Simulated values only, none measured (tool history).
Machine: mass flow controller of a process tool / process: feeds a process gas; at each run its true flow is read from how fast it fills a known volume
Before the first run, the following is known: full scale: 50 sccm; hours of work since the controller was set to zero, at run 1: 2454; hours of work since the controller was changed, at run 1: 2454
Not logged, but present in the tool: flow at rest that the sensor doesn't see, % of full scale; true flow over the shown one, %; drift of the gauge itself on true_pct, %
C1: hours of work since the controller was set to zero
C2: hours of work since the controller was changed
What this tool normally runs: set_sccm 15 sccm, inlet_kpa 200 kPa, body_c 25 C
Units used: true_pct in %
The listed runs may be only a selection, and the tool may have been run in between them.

run 1 day=0 | set_sccm=15 inlet_kpa=200 body_c=25 | C1=2454 C2=2454 | true_pct=97.16
run 2 day=3.229 | set_sccm=15 inlet_kpa=200 body_c=25 | C1=2502 C2=2502 | true_pct=97.09
run 3 day=7.938 | set_sccm=15 inlet_kpa=200 body_c=25 | C1=2572 C2=2572 | true_pct=97.04
run 4 day=10.092 | set_sccm=15 inlet_kpa=200 body_c=25 | C1=2604 C2=2604 | true_pct=97.23
run 5 day=12.521 | set_sccm=15 inlet_kpa=200 body_c=25 | C1=2640 C2=2640 | true_pct=97.03
run 6 day=16.129 | set_sccm=15 inlet_kpa=200 body_c=25 | C1=2693 C2=2693 | true_pct=97.2
run 7 day=19.362 | set_sccm=15 inlet_kpa=200 body_c=25 | C1=2742 C2=2742 | true_pct=96.98
run 8 day=23.696 | set_sccm=15 inlet_kpa=238 body_c=25 | C1=2806 C2=2806 | true_pct=97.07
run 9 day=27.646 | set_sccm=26 inlet_kpa=217 body_c=32 | C1=2865 C2=2865 | true_pct=98.71
run 10 day=32.458 | set_sccm=26 inlet_kpa=217 body_c=32 | C1=2936 C2=2936 | true_pct=98.67
run 11 day=35.108 | set_sccm=26 inlet_kpa=217 body_c=32 | C1=2976 C2=2976 | true_pct=98.72
run 12 day=39.083 | set_sccm=26 inlet_kpa=217 body_c=32 | C1=3035 C2=3035 | true_pct=98.78

Below are 4 alternative next runs, each starting from the tool's condition after run 12. Predict each:
run A day=41.558 | set_sccm=6 inlet_kpa=141 body_c=21 | C1=3072 C2=3072 | true_pct=?
run B day=41.558 | set_sccm=27 inlet_kpa=184 body_c=24 | C1=3072 C2=3072 | true_pct=?
run C day=41.558 | set_sccm=26 inlet_kpa=217 body_c=25 | C1=3072 C2=3072 | true_pct=?
run D day=41.558 | set_sccm=13 inlet_kpa=217 body_c=32 | C1=3072 C2=3072 | true_pct=?

run=A true_pct=94.33
run=B true_pct=97.75
run=C true_pct=97.94
run=D true_pct=97.38
With the hidden condition removed and each run's random variation left untouched, the same runs would have given:
run=A true_pct=97.23
run=B true_pct=98.61
run=C true_pct=98.82
run=D true_pct=98.86
